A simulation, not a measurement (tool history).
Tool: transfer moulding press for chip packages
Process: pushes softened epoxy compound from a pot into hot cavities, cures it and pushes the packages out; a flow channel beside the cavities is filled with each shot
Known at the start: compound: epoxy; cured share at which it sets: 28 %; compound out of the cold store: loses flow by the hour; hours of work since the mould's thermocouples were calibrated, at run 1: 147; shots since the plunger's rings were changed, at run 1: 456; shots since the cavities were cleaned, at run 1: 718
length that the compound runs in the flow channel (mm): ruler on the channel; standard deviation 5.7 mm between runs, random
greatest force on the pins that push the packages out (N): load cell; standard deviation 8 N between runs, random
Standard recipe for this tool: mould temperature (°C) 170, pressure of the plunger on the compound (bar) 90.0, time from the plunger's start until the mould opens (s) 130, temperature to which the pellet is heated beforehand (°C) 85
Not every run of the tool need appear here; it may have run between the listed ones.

run     day  mould temperature (°C)  pressure of the plunger on the compound (bar)  time from the plunger's start until the mould opens (s)  temperature to which the pellet is heated beforehand (°C)  hours of work since the mould's thermocouples were calibrated  shots since the plunger's rings were changed  shots since the cavities were cleaned  incoming compound's hours out of the cold store  length that the compound runs in the flow channel (mm)  greatest force on the pins that push the packages out (N)
  1   0.000                     170                                           90.0                                                      130                                                         85                                                            147                                           456                                    718                                             35.0                                                     880                                                        460
  2   1.904                     170                                           90.0                                                      130                                                         85                                                            167                                           742                                   1004                                             46.1                                                     841                                                        468
      2.229  -- cavities cleaned with cleaning compound and waxed
  3   3.850                     170                                           90.0                                                      130                                                         85                                                            187                                          1024                                    243                                             33.4                                                     889                                                        408
  4   5.358                     170                                           90.0                                                      130                                                         83                                                            203                                          1250                                    469                                             34.3                                                     879                                                        457
  5   7.488                     170                                           90.0                                                      130                                                         77                                                            225                                          1569                                    788                                             46.9                                                     831                                                        488
      9.421  -- cavities cleaned with cleaning compound and waxed
  6  10.067                     170                                           89.8                                                      130                                                         85                                                            252                                          1946                                     97                                             14.3                                                     930                                                        397
  7  12.617                     170                                           89.8                                                      110                                                         85                                                            278                                          2328                                    479                                             10.2                                                     940                                                        648
  8  14.533                     165                                           90.0                                                      130                                                         85                                                            299                                          2615                                    766                                             38.7                                                     846                                                        653
     15.633  -- mould's thermocouples calibrated
     16.542  -- cavities cleaned with cleaning compound and waxed
  9  16.992                     170                                           90.0                                                      130                                                         85                                                             14                                          2961                                     67                                             45.6                                                     814                                                        352
     17.371  -- plunger's sealing rings changed
 10  18.371                     170                                           90.0                                                      130                                                         85                                                             27                                           151                                    259                                             33.9                                                     891                                                        412
 11  20.221                     170                                           80.9                                                      130                                                         85                                                             46                                           427                                    535                                              9.7                                                     907                                                        447
 12  22.650                     170                                           80.9                                                      130                                                         85                                                             72                                           792                                    900                                              8.6                                                     930                                                        481
     23.804  -- cavities cleaned with cleaning compound and waxed
 13  25.450                     170                                           80.9                                                      130                                                         85                                                            101                                          1202                                    247                                             18.3                                                     877                                                        398
 14  27.458                     170                                           80.9                                                      130                                                         85                                                            122                                          1503                                    548                                             28.0                                                     853                                                        450
 15  29.646                     170                                           80.9                                                      130                                                         85                                                            145                                          1830                                    875                                             45.2                                                     786                                                        481
     30.900  -- cavities cleaned with cleaning compound and waxed
 16  31.492                     172                                           79.8                                                      124                                                         95                                                            164                                          2097                                     88                                             43.4                                                     777                                                        364
 17  34.179                     172                                           91.0                                                      124                                                         95                                                            192                                          2500                                    491                                             45.4                                                     826                                                        442
 18  36.854                     172                                           91.0                                                      124                                                         95                                                            220                                          2901                                    892                                             40.9                                                     823                                                        450
     37.621  -- plunger's sealing rings changed
     38.129  -- cavities cleaned with cleaning compound and waxed
 19  39.325                     172                                           98.9                                                      124                                                         94                                                            244                                           246                                    180                                             31.0                                                     940                                                        376
 20  42.071                     172                                           98.9                                                      124                                                         94                                                            273                                           658                                    592                                             18.8                                                     970                                                        441
 21  44.433                     168                                           94.9                                                      134                                                         89                                                            298                                          1011                                    945                                             32.1                                                     919                                                        529
     45.242  -- cavities cleaned with cleaning compound and waxed
     45.554  -- mould's thermocouples calibrated
 22  45.817                     168                                           94.9                                                      134                                                         89                                                              3                                          1197                                     74                                             45.2                                                     869                                                        369
 23  47.196                     167                                           94.9                                                      134                                                         89                                                             17                                          1403                                    280                                             39.0                                                     896                                                        435
 24  49.996                     167                                           94.9                                                      134                                                         89                                                             47                                          1823                                    700                                             46.3                                                     855                                                        474
     52.488  -- cavities cleaned with cleaning compound and waxed
 25  52.488                     167                                           94.9                                                      134                                                         89                                                             72                                          2187                                      0                                             36.5                                                     894                                                        364
 26  54.462                     167                                           94.9                                                      134                                                         89                                                             93                                          2482                                    295                                             41.2                                                     867                                                        411
 27  56.521                     169                                           94.9                                                      134                                                         82                                                            115                                          2791                                    604                                             27.0                                                     914                                                        450
     57.829  -- plunger's sealing rings changed
 28  58.600                     169                                           94.9                                                      134                                                         82                                                            135                                           116                                    900                                             10.3                                                    1004                                                        498

4 ways to go on from here, each from the tool as it stands after run 28. What would each give?
     59.729  -- cavities cleaned with cleaning compound and waxed
  A  61.533                     169                                           94.9                                                      134                                                         87                                                            166                                           546                                    270                                             16.0                                                       ?                                                          ?
     59.729  -- cavities cleaned with cleaning compound and waxed
  B  61.533                     171                                           90.0                                                      130                                                         85                                                            166                                           546                                    270                                             43.1                                                       ?                                                          ?
     59.729  -- cavities cleaned with cleaning compound and waxed
  C  61.533                     170                                          101.3                                                      130                                                         85                                                            166                                           546                                    270                                             41.4                                                       ?                                                          ?
     59.729  -- cavities cleaned with cleaning compound and waxed
  D  61.533                     162                                           93.6                                                      127                                                         85                                                            166                                           546                                    270                                             47.3                                                       ?                                                          ?

run  length that the compound runs in the flow channel (mm)  greatest force on the pins that push the packages out (N)
  A                                                     983                                                        406
  B                                                     867                                                        382
  C                                                     909                                                        386
  D                                                     891                                                        674
Without the tool's hidden state the same runs would have given:
run  length that the compound runs in the flow channel (mm)  greatest force on the pins that push the packages out (N)
  A                                                     993                                                        348
  B                                                     876                                                        327
  C                                                     918                                                        330
  D                                                     900                                                        578

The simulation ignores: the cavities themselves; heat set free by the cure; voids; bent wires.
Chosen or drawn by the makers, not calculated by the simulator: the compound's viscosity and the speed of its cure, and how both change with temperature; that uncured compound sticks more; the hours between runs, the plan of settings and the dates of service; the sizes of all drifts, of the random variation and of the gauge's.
